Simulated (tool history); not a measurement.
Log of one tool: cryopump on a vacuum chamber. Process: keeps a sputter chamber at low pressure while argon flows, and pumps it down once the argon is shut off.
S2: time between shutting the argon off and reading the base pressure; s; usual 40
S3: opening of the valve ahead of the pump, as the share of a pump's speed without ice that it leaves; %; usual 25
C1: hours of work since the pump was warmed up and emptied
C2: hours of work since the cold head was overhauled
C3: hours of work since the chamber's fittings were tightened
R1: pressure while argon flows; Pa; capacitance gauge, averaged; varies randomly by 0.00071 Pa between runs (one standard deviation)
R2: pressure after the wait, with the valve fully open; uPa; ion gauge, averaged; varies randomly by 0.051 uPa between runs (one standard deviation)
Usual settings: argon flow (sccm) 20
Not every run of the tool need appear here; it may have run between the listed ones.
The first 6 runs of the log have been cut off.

run 7 hour=276.1 | argon_flow_(sccm)=20 S2=40 S3=25 | C1=188 C2=188 C3=1322 | R1=0.1248 R2=4.69
run 8 hour=337.6 | argon_flow_(sccm)=20 S2=40 S3=25 | C1=227 C2=227 C3=1360 | R1=0.1276 R2=4.84
run 9 hour=388.1 | argon_flow_(sccm)=20 S2=40 S3=20 | C1=259 C2=259 C3=1392 | R1=0.1585 R2=4.73
run 10 hour=436.4 | argon_flow_(sccm)=20 S2=56 S3=20 | C1=289 C2=289 C3=1422 | R1=0.1581 R2=3.9
run 11 hour=491 | argon_flow_(sccm)=37 S2=40 S3=25 | C1=323 C2=323 C3=1456 | R1=0.2359 R2=4.92
run 12 hour=530.6 | argon_flow_(sccm)=32 S2=40 S3=25 | C1=348 C2=348 C3=1481 | R1=0.2061 R2=4.92
run 13 hour=583.6 | argon_flow_(sccm)=32 S2=40 S3=25 | C1=381 C2=381 C3=1515 | R1=0.2058 R2=4.83
run 14 hour=614.2 | argon_flow_(sccm)=20 S2=40 S3=38 | C1=400 C2=400 C3=1534 | R1=0.0867 R2=4.86
-- hour=649.2 leaking fittings of the chamber tightened, without venting
run 15 hour=656.4 | argon_flow_(sccm)=20 S2=40 S3=25 | C1=426 C2=426 C3=5 | R1=0.1299 R2=3.2
run 16 hour=715.9 | argon_flow_(sccm)=20 S2=40 S3=24 | C1=463 C2=463 C3=42 | R1=0.1348 R2=3.29
run 17 hour=770.8 | argon_flow_(sccm)=19 S2=40 S3=17 | C1=497 C2=497 C3=76 | R1=0.18 R2=3.31
-- hour=802.4 pump warmed up, emptied and cooled again
run 18 hour=822.2 | argon_flow_(sccm)=19 S2=40 S3=17 | C1=12 C2=526 C3=105 | R1=0.1749 R2=3.23

What does the tool deliver on the next run?
run 19 hour=865.4 | argon_flow_(sccm)=23 S2=37 S3=35 | C1=39 C2=553 C3=132 | R1=? R2=?

{"run 19": {"R1": 0.1039, "R2": 3.59}}
Minus the tool's unlogged condition, the same run would have read R1 0.1031 Pa, R2 3.44 uPa.
